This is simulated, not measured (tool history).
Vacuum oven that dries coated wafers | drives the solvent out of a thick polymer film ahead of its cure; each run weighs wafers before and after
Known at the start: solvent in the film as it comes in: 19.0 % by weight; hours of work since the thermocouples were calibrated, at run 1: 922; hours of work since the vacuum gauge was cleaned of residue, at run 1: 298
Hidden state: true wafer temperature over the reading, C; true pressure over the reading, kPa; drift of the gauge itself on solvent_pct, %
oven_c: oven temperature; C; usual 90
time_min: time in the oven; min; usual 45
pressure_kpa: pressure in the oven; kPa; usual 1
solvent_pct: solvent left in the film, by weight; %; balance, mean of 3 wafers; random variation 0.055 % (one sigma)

run,day,oven_c,time_min,pressure_kpa,hours of work since the thermocouples were calibrated,hours of work since the vacuum gauge was cleaned of residue,solvent_pct
1,0,90,45,1,922,298,3.06
2,2.125,90,45,1,948,323,3.16
3,5.488,90,45,1,989,364,3.18
4,8.067,97,45,1,1020,396,1.34
5,10.892,90,40,1,1055,430,3.78
6,13.071,90,45,1,1081,456,3.36
# day 14.6: oven's thermocouples calibrated
7,15.708,90,45,1,13,487,2.49
8,17.679,90,45,1,37,511,2.5
9,21.588,90,45,1,85,559,2.57
10,25.708,90,45,1,135,609,2.69
11,28.262,90,45,1,166,640,2.59
12,31.383,90,45,1.97,204,678,3.22
13,34.796,90,45,2.22,245,719,3.5
14,37.458,90,45,1,278,752,2.71
15,40.458,90,45,1,314,788,2.76
16,44.188,80,45,1,359,833,6.94
17,47.079,80,45,1,394,868,6.83
18,50.958,80,45,1,442,916,6.83
19,53.604,80,45,1,474,948,6.85
20,57.138,90,45,1,517,991,3.04
21,60.783,90,45,1,561,1035,3.04
22,64.554,100,44,1,607,1081,0.91
23,68.25,100,31,1,652,1126,1.67
24,72.346,100,31,1,701,1175,1.66
25,74.446,100,31,1,727,1201,1.72
26,78.508,100,31,1,776,1250,1.75
27,82.246,100,31,1,822,1296,1.73
28,84.092,100,31,1,844,1318,1.68
29,86.154,97,33,0.76,869,1343,2.27
30,89.104,97,33,0.76,905,1379,2.18
31,92.367,90,23,1,945,1419,6.6
32,95.038,90,23,1,977,1451,6.82
33,99.1,90,23,1,1026,1500,6.84
34,103.221,104,44,1.2,1076,1550,0.81
# day 105.242: oven's thermocouples calibrated
35,107.067,104,44,1.2,22,1596,0.79
36,109.846,104,44,1.2,56,1630,0.78
37,112.542,95,24,3.21,89,1663,4.67
38,115.579,105,44,0.83,126,1699,0.62
39,118.721,104,59,0.61,164,1738,0.41
40,122.4,104,59,0.61,208,1782,0.49
41,124.708,104,59,0.56,236,1810,0.56
42,127.5,104,59,0.56,270,1844,0.48

Forecast each of these 4 alternatives for the next run:
A,130.325,83,23,1,305,1879,?
B,130.325,97,52,1.9,305,1879,?
C,130.325,83,41,1.98,305,1879,?
D,130.325,100,59,3.19,305,1879,?

run,solvent_pct
A,8.99
B,1.58
C,6.74
D,1.82
Without the tool's hidden state the same runs would have given:
run,solvent_pct
A,8.44
B,1.18
C,6.07
D,1.46

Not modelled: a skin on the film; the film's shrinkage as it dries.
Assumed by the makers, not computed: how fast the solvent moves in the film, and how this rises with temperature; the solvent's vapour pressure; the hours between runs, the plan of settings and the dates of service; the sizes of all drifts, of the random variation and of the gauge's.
